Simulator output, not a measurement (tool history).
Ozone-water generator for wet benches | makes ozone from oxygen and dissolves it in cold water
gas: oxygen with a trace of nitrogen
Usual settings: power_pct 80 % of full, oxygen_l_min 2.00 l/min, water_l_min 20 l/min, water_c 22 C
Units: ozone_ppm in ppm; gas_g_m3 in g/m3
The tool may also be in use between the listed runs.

| run | hour | power_pct | oxygen_l_min | water_l_min | water_c | ozone_ppm | gas_g_m3 |
|---|---|---|---|---|---|---|---|
| 1 | 0.0 | 80 | 2.00 | 20 | 22 | 9.0 | 218.8 |
| 2 | 17.9 | 80 | 2.00 | 20 | 22 | 9.3 | 217.4 |
| 3 | 42.5 | 80 | 2.00 | 20 | 22 | 9.1 | 216.4 |
| 4 | 65.9 | 80 | 2.00 | 20 | 22 | 8.9 | 217.2 |
| 5 | 86.9 | 80 | 2.00 | 20 | 16 | 9.5 | 217.2 |
| 6 | 107.3 | 85 | 2.00 | 20 | 22 | 9.5 | 229.7 |
| 7 | 138.0 | 80 | 1.72 | 20 | 27 | 8.5 | 239.9 |
| 8 | 167.4 | 41 | 3.13 | 30 | 24 | 3.5 | 92.2 |
| 9 | 189.1 | 48 | 1.38 | 30 | 24 | 3.6 | 183.3 |
| 10 | 213.9 | 48 | 3.07 | 12 | 24 | 8.8 | 107.3 |
| 11 | 244.0 | 67 | 3.07 | 12 | 22 | 11.8 | 139.8 |

4 ways to go on from here, each from the tool as it stands after run 11. What would each give?
| A | 272.9 | 80 | 1.64 | 20 | 22 | ? | ? |
| B | 272.9 | 80 | 1.68 | 20 | 16 | ? | ? |
| C | 272.9 | 85 | 2.00 | 20 | 22 | ? | ? |
| D | 272.9 | 83 | 3.07 | 29 | 28 | ? | ? |

| run | ozone_ppm | gas_g_m3 |
|---|---|---|
| A | 8.8 | 248.0 |
| B | 9.1 | 244.7 |
| C | 9.5 | 227.8 |
| D | 6.3 | 166.4 |
Without the tool's hidden state the same runs would have given:
| run | ozone_ppm | gas_g_m3 |
|---|---|---|
| A | 9.2 | 252.4 |
| B | 9.6 | 249.0 |
| C | 10.0 | 232.0 |
| D | 6.6 | 169.5 |

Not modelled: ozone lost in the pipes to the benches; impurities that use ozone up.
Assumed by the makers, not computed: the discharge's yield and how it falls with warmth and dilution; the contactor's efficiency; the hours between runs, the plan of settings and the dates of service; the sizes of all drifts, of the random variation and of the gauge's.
